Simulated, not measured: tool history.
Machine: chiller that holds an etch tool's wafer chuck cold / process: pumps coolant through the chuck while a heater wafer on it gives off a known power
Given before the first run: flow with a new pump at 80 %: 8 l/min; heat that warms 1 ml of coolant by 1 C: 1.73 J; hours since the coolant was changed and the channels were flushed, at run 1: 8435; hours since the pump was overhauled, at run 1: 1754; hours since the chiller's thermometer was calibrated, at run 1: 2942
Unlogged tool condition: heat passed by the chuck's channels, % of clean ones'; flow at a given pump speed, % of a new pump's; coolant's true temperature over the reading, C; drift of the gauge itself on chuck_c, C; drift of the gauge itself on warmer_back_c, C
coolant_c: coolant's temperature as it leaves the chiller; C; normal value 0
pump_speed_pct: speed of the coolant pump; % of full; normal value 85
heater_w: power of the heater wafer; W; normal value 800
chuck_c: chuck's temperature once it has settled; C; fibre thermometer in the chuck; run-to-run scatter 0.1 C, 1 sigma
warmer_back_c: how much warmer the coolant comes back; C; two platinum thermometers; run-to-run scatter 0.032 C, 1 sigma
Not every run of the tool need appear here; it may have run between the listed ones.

run,hour,coolant_c,pump_speed_pct,heater_w,hours since the coolant was changed and the channels were flushed,hours since the pump was overhauled,hours since the chiller's thermometer was calibrated,chuck_c,warmer_back_c
1,0,0,85,800,8435,1754,2942,6.8,3.3
2,66.5,0,85,800,8501,1821,3008,6.8,3.36
3,108.6,0,85,476,8543,1863,3050,4.1,1.96
4,190.7,0,85,476,8626,1945,3132,4.4,1.98
5,259.7,0,85,800,8695,2014,3201,7,3.33
6,330.6,0,85,800,8766,2085,3272,6.7,3.41
7,414.9,0,85,660,8850,2169,3356,5.8,2.76
8,499.3,0,83,418,8934,2253,3441,3.7,1.82
9,577.3,7,78,541,9012,2331,3519,12.2,2.5
10,633.1,-7,78,827,9068,2387,3575,0.6,3.85

Alternative continuations, all from the tool just after run 10; predict every row:
A,688.9,-6,85,800,9124,2443,3630,?,?
B,688.9,-6,64,1070,9124,2443,3630,?,?
C,688.9,0,85,423,9124,2443,3630,?,?
D,688.9,7,85,527,9124,2443,3630,?,?
E,688.9,4,68,628,9124,2443,3630,?,?

run,chuck_c,warmer_back_c
A,1,3.4
B,5.8,6.19
C,3.9,1.75
D,11.8,2.23
E,10.6,3.37
Take away the tool's hidden state, keep each run's random variation, and the runs would have read:
run,chuck_c,warmer_back_c
A,0.1,3.27
B,4.4,5.97
C,3.3,1.68
D,11.1,2.15
E,9.7,3.25
